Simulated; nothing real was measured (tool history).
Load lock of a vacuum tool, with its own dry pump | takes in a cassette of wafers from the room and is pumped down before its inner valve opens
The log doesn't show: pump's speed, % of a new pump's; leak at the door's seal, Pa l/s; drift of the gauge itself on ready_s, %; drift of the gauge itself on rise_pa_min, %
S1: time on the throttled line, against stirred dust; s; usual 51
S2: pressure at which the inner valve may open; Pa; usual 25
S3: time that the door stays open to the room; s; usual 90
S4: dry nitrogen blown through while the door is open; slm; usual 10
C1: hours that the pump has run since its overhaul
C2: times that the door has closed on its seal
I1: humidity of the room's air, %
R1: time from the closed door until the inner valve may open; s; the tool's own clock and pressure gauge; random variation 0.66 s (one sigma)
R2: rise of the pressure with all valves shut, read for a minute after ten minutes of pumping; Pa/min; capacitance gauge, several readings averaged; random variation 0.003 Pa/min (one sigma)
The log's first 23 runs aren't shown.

{"run": 24, "hour": 11756.1, "S1": 64, "S2": 20, "S3": 65, "S4": 8, "C1": 7520, "C2": 5740, "I1": 44.1, "R1": 108.6, "R2": 0.039}
{"run": 25, "hour": 12191.7, "S1": 64, "S2": 20, "S3": 65, "S4": 8, "C1": 7955, "C2": 7427, "I1": 44.8, "R1": 107.8, "R2": 0.037}
{"run": 26, "hour": 12771.9, "S1": 51, "S2": 32, "S3": 90, "S4": 7, "C1": 8536, "C2": 9673, "I1": 47.2, "R1": 95.5, "R2": 0.048}
{"run": 27, "hour": 13314.9, "S1": 77, "S2": 30, "S3": 90, "S4": 10, "C1": 9079, "C2": 11775, "I1": 45.2, "R1": 115.8, "R2": 0.048}
{"run": 28, "hour": 13939.6, "S1": 77, "S2": 30, "S3": 90, "S4": 10, "C1": 9703, "C2": 14194, "I1": 43.9, "R1": 116.1, "R2": 0.052}
{"run": 29, "hour": 14398.2, "S1": 77, "S2": 27, "S3": 42, "S4": 24, "C1": 10162, "C2": 15970, "I1": 48.6, "R1": 117.6, "R2": 0.019}
{"run": 30, "hour": 14760.4, "S1": 77, "S2": 27, "S3": 42, "S4": 24, "C1": 10524, "C2": 17372, "I1": 46.5, "R1": 117.7, "R2": 0.018}
{"run": 31, "hour": 15068.3, "S1": 77, "S2": 27, "S3": 42, "S4": 24, "C1": 10832, "C2": 18564, "I1": 46.7, "R1": 117.1, "R2": 0.019}
{"run": 32, "hour": 15380.7, "S1": 47, "S2": 24, "S3": 169, "S4": 32, "C1": 11144, "C2": 19774, "I1": 43.1, "R1": 94.1, "R2": 0.046}
{"run": 33, "hour": 15860.1, "S1": 47, "S2": 24, "S3": 169, "S4": 32, "C1": 11624, "C2": 21630, "I1": 44.2, "R1": 94.3, "R2": 0.045}
{"run": 34, "hour": 16294.6, "S1": 84, "S2": 24, "S3": 49, "S4": 32, "C1": 12058, "C2": 23312, "I1": 46.9, "R1": 123.8, "R2": 0.018}
{"run": 35, "hour": 16852.7, "S1": 74, "S2": 25, "S3": 90, "S4": 28, "C1": 12616, "C2": 25473, "I1": 47.3, "R1": 116.8, "R2": 0.03}
{"run": 36, "hour": 17251.6, "S1": 51, "S2": 25, "S3": 95, "S4": 10, "C1": 13015, "C2": 27018, "I1": 46.8, "R1": 97, "R2": 0.047}
{"run": 37, "hour": 17972.3, "S1": 51, "S2": 25, "S3": 95, "S4": 10, "C1": 13736, "C2": 29808, "I1": 44.8, "R1": 96.9, "R2": 0.046}

Forecast each of these 4 alternatives for the next run:
{"run": "A", "hour": 18629.2, "S1": 51, "S2": 20, "S3": 95, "S4": 7, "C1": 14393, "C2": 32351, "I1": 47.6, "R1": "?", "R2": "?"}
{"run": "B", "hour": 18629.2, "S1": 99, "S2": 19, "S3": 90, "S4": 19, "C1": 14393, "C2": 32351, "I1": 47, "R1": "?", "R2": "?"}
{"run": "C", "hour": 18629.2, "S1": 33, "S2": 19, "S3": 95, "S4": 15, "C1": 14393, "C2": 32351, "I1": 45.5, "R1": "?", "R2": "?"}
{"run": "D", "hour": 18629.2, "S1": 49, "S2": 25, "S3": 90, "S4": 10, "C1": 14393, "C2": 32351, "I1": 44.1, "R1": "?", "R2": "?"}

run=A R1=99.5 R2=0.054
run=B R1=138 R2=0.04
run=C R1=85.8 R2=0.04
run=D R1=96.3 R2=0.043
Without the tool's hidden state the same runs would have given:
run=A R1=99.4 R2=0.053
run=B R1=138 R2=0.039
run=C R1=85.8 R2=0.04
run=D R1=96.3 R2=0.043
